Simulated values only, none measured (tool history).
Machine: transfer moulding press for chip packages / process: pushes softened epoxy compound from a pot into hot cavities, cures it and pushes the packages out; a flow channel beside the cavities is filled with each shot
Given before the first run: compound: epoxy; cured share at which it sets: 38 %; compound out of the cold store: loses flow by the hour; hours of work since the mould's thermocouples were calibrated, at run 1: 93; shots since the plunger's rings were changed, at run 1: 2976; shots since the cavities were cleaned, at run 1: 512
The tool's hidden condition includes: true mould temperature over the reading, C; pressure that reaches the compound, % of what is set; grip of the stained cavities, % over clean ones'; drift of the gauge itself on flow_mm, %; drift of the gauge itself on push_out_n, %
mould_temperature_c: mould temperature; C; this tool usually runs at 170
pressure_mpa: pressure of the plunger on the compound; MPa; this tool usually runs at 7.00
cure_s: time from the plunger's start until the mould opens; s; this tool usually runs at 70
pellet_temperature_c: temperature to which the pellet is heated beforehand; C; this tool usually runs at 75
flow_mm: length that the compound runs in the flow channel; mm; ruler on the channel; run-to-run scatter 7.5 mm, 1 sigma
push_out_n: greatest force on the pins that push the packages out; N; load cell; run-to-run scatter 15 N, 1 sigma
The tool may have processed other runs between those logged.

run	hour	mould_temperature_c	pressure_mpa	cure_s	pellet_temperature_c	hours of work since the mould's thermocouples were calibrated	shots since the plunger's rings were changed	shots since the cavities were cleaned	incoming compound's hours out of the cold store	flow_mm	push_out_n
1	0.0	170	7.00	70	75	93	2976	512	38.6	712	877
2	10.5	170	7.00	70	75	98	3078	614	14.5	786	1014
3	20.0	170	7.00	70	75	102	3171	707	17.6	782	1053
# hour 24.2: cavities cleaned with cleaning compound and waxed
4	33.2	170	7.00	70	75	108	3285	87	37.6	700	686
5	43.6	170	7.00	70	75	113	3387	189	40.2	695	744
6	56.4	170	7.00	70	75	119	3511	313	20.0	772	863
7	68.8	170	7.00	70	75	124	3632	434	19.0	751	935
8	86.9	170	7.43	70	75	133	3809	611	34.3	737	942
9	96.9	170	7.00	70	75	137	3907	709	10.5	796	1074
# hour 100.7: cavities cleaned with cleaning compound and waxed
10	111.9	171	7.00	70	75	144	4038	110	30.5	714	659
11	131.1	171	7.00	70	75	152	4225	297	36.7	711	777
12	139.4	171	7.00	70	75	156	4306	378	38.4	689	777
13	155.5	170	7.00	70	75	164	4463	535	34.7	702	891
14	163.4	170	7.00	96	75	167	4541	613	24.7	742	500
15	173.1	174	7.00	70	75	172	4635	707	10.5	770	788
# hour 176.8: cavities cleaned with cleaning compound and waxed
16	183.9	162	7.00	70	84	176	4726	70	36.1	713	1050
17	203.0	162	7.00	70	84	185	4912	256	22.8	754	1294
# hour 219.1: plunger's sealing rings changed
18	219.7	162	7.00	70	84	192	7	395	17.4	824	1451
19	235.4	162	7.00	101	83	199	160	548	15.3	853	667
20	248.1	165	6.23	62	84	205	283	671	45.6	685	1576
# hour 256.2: cavities cleaned with cleaning compound and waxed
21	262.2	165	6.23	62	84	211	407	59	34.5	726	1140
22	271.7	169	7.00	104	75	215	499	151	12.3	837	388
23	286.3	170	7.00	70	80	222	642	294	46.9	699	748
24	300.8	168	6.13	66	83	228	783	435	37.6	687	1057
25	310.3	170	5.80	51	83	233	875	527	45.6	628	1714
26	325.9	170	5.80	51	83	240	1027	679	14.9	742	2072
# hour 332.3: cavities cleaned with cleaning compound and waxed
27	344.4	170	5.80	80	85	248	1193	118	21.3	720	487
28	359.8	170	6.48	53	75	255	1344	269	40.0	702	1428
29	372.6	165	5.58	53	75	261	1469	394	22.4	709	2011

Each row is a separate what-if for the run after 29, all from the same tool condition, not one after another. Results?
A	382.4	165	5.58	53	74	265	1564	489	17.8	?	?
B	382.4	170	7.09	88	75	265	1564	489	47.2	?	?
C	382.4	170	7.17	53	75	265	1564	489	34.9	?	?
D	382.4	173	7.00	70	68	265	1564	489	25.2	?	?

run	flow_mm	push_out_n
A	733	2061
B	686	496
C	742	1697
D	757	763
Stripped of hidden state, with their random variation kept, the same runs would have yielded:
run	flow_mm	push_out_n
A	756	1480
B	708	361
C	765	1226
D	781	561
